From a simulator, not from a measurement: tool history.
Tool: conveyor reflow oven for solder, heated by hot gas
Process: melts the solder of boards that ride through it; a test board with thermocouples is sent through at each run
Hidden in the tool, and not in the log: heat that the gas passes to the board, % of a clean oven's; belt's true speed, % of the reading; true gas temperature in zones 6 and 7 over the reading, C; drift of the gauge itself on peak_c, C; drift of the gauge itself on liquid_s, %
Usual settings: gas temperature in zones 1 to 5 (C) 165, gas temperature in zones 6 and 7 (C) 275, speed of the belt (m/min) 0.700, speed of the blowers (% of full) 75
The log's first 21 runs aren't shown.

run	hour	gas temperature in zones 1 to 5 (C)	gas temperature in zones 6 and 7 (C)	speed of the belt (m/min)	speed of the blowers (% of full)	hours of work since the flux was cleaned out	hours of work since the belt drive was overhauled	hours of work since the thermocouples were changed	highest temperature of the board (C)	time above the solder's melting point (s)
22	206.0	154	275	0.700	61	219	277	145	258.3	50.6
23	215.5	154	275	0.700	61	224	282	149	258.3	50.6
24	221.1	165	276	0.568	75	227	285	152	268.9	73.9
25	231.2	165	276	0.568	75	231	289	157	269.1	73.7
26	244.1	165	276	0.568	75	238	296	163	269.0	73.7
27	255.0	165	276	0.568	75	243	301	168	269.1	73.9
28	267.1	171	281	0.649	75	249	307	174	271.6	66.3
29	275.0	171	281	0.649	75	252	310	177	271.5	66.4
30	284.7	170	280	0.649	75	257	315	182	270.4	65.8

Forecast each of these 4 alternatives for the next run:
A	290.7	165	266	0.699	82	260	318	185	?	?
B	290.7	177	278	0.649	75	260	318	185	?	?
C	290.7	165	283	0.690	84	260	318	185	?	?
D	290.7	177	275	0.814	63	260	318	185	?	?

run	highest temperature of the board (C)	time above the solder's melting point (s)
A	256.0	53.3
B	269.0	67.2
C	272.8	61.3
D	257.6	47.6
Without the tool's hidden state the same runs would have given:
run	highest temperature of the board (C)	time above the solder's melting point (s)
A	257.2	54.0
B	270.1	67.4
C	274.2	61.6
D	258.9	48.1
